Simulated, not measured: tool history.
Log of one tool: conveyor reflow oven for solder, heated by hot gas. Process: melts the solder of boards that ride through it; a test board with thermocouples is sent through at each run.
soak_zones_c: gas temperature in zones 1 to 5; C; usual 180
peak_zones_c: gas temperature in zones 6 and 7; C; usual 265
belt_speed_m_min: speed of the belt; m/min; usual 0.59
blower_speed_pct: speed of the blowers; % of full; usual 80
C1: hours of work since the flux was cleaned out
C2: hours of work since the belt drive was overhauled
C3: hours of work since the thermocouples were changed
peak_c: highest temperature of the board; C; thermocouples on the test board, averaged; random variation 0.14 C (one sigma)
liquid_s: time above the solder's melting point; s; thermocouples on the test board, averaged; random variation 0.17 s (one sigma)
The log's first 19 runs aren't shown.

run 20 day=36.879 | soak_zones_c=191 peak_zones_c=254 belt_speed_m_min=0.556 blower_speed_pct=69 | C1=215 C2=105 C3=608 | peak_c=244.5 liquid_s=58.2
run 21 day=37.983 | soak_zones_c=171 peak_zones_c=264 belt_speed_m_min=0.706 blower_speed_pct=69 | C1=230 C2=120 C3=623 | peak_c=240.5 liquid_s=33.8
run 22 day=39.5 | soak_zones_c=180 peak_zones_c=265 belt_speed_m_min=0.59 blower_speed_pct=89 | C1=250 C2=140 C3=643 | peak_c=254.3 liquid_s=57.4
run 23 day=40.758 | soak_zones_c=180 peak_zones_c=265 belt_speed_m_min=0.59 blower_speed_pct=89 | C1=267 C2=157 C3=660 | peak_c=254.1 liquid_s=57.2
run 24 day=42.592 | soak_zones_c=167 peak_zones_c=259 belt_speed_m_min=0.59 blower_speed_pct=55 | C1=292 C2=182 C3=685 | peak_c=237.9 liquid_s=36.6
-- day=43.308 flux residue cleaned out of gas plates and filters
run 25 day=44.583 | soak_zones_c=179 peak_zones_c=276 belt_speed_m_min=0.614 blower_speed_pct=67 | C1=17 C2=206 C3=709 | peak_c=259 liquid_s=56.6
run 26 day=46.575 | soak_zones_c=179 peak_zones_c=276 belt_speed_m_min=0.614 blower_speed_pct=67 | C1=44 C2=232 C3=736 | peak_c=258.7 liquid_s=56.6
run 27 day=48.525 | soak_zones_c=177 peak_zones_c=262 belt_speed_m_min=0.71 blower_speed_pct=67 | C1=70 C2=259 C3=762 | peak_c=240.9 liquid_s=35.6
run 28 day=50.021 | soak_zones_c=177 peak_zones_c=262 belt_speed_m_min=0.71 blower_speed_pct=67 | C1=90 C2=279 C3=782 | peak_c=240.9 liquid_s=35.4
run 29 day=51.629 | soak_zones_c=177 peak_zones_c=262 belt_speed_m_min=0.71 blower_speed_pct=67 | C1=112 C2=300 C3=803 | peak_c=240.8 liquid_s=35.3
-- day=53 thermocouples of zones 6 and 7 changed
run 30 day=54.025 | soak_zones_c=180 peak_zones_c=262 belt_speed_m_min=0.641 blower_speed_pct=80 | C1=143 C2=331 C3=14 | peak_c=247 liquid_s=47.7

3 ways to go on from here, each from the tool as it stands after run 30. What would each give?
run A day=55.429 | soak_zones_c=183 peak_zones_c=265 belt_speed_m_min=0.641 blower_speed_pct=51 | C1=161 C2=350 C3=33 | peak_c=? liquid_s=?
run B day=55.429 | soak_zones_c=181 peak_zones_c=272 belt_speed_m_min=0.609 blower_speed_pct=80 | C1=161 C2=350 C3=33 | peak_c=? liquid_s=?
run C day=55.429 | soak_zones_c=180 peak_zones_c=262 belt_speed_m_min=0.641 blower_speed_pct=83 | C1=161 C2=350 C3=33 | peak_c=? liquid_s=?

run=A peak_c=241.7 liquid_s=41
run=B peak_c=257.6 liquid_s=57.8
run=C peak_c=247.6 liquid_s=48.5
Without the tool's hidden state the same runs would have given:
run=A peak_c=241.6 liquid_s=40.6
run=B peak_c=257.7 liquid_s=57.4
run=C peak_c=247.7 liquid_s=48.4
